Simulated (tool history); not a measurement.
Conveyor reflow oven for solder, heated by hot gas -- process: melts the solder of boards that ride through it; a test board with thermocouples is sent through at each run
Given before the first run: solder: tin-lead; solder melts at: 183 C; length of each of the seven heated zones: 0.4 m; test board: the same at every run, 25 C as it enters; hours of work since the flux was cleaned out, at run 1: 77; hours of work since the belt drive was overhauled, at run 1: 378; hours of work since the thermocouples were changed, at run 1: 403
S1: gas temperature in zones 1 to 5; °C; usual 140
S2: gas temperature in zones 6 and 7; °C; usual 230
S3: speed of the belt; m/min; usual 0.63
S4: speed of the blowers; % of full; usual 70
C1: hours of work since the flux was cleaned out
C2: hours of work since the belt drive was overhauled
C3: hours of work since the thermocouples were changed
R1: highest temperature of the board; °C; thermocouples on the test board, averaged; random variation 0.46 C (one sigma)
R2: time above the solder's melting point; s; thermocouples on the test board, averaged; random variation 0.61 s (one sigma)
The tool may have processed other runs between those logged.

run,day,S1,S2,S3,S4,C1,C2,C3,R1,R2
1,0,140,230,0.63,70,77,378,403,218.9,59.7
2,1.083,140,230,0.63,70,89,390,416,218.4,59.8
3,2.367,140,230,0.63,70,103,404,430,218.4,59.7
4,3.288,140,230,0.63,70,114,415,440,218.8,59.2
5,4.596,144,230,0.63,70,129,429,455,218.3,61.6
6,5.6,144,230,0.63,70,140,441,466,218.5,61.1
7,6.179,144,230,0.63,70,146,447,473,218.1,62.2
8,7.392,144,230,0.63,70,160,461,486,218.8,60.9
9,7.996,140,230,0.575,70,167,467,493,220.5,67.7
10,9.117,140,230,0.575,70,179,480,506,220.1,66.6
11,10.404,140,230,0.575,70,194,495,520,220.7,67.6
12,11.588,140,230,0.575,70,207,508,534,219.9,67.3
# day 12.908: flux residue cleaned out of gas plates and filters
13,12.908,140,230,0.63,70,0,520,546,217.6,60.1
14,13.917,140,230,0.63,70,11,532,557,219.3,60.3
15,15.125,140,230,0.63,70,25,545,571,218.3,59.8
16,16.029,140,230,0.63,70,35,555,581,217.1,61.1
17,16.75,142,230,0.63,70,43,563,589,219.4,60.3
18,17.95,142,230,0.63,70,57,577,603,219.5,60.5
19,18.662,133,240,0.63,62,65,585,611,224.7,60.6
20,19.638,133,236,0.63,77,76,596,622,224,60.6
21,20.262,133,236,0.63,77,83,603,629,223.4,60.8
22,21.246,140,238,0.63,70,94,614,640,225.7,63.8
23,22.175,140,238,0.63,55,104,624,650,222.3,61.8
24,23.183,144,240,0.61,66,115,636,661,227,68.8
25,24.162,140,230,0.63,58,126,647,672,216,58
26,24.962,140,230,0.63,58,135,656,681,216.1,58.7
27,25.746,133,230,0.63,55,144,664,690,213.7,53.4
28,26.871,140,230,0.63,55,157,677,703,216.2,55.8
29,27.446,151,230,0.512,70,163,684,709,223.6,84
30,28.008,151,230,0.512,70,170,690,716,224.2,83.6
31,28.583,140,221,0.63,51,176,696,722,206.4,48.2

Forecast each of these 3 alternatives for the next run:
A,29.883,140,221,0.63,80,191,711,737,?,?
B,29.883,140,226,0.749,54,191,711,737,?,?
C,29.883,140,222,0.63,69,191,711,737,?,?

run,R1,R2
A,212,55
B,205.7,39.2
C,211.5,53.2
The same runs, with their run-to-run variation unchanged, on a tool lacking any hidden condition would have given:
run,R1,R2
A,211.8,54.8
B,205.5,39
C,211.4,53
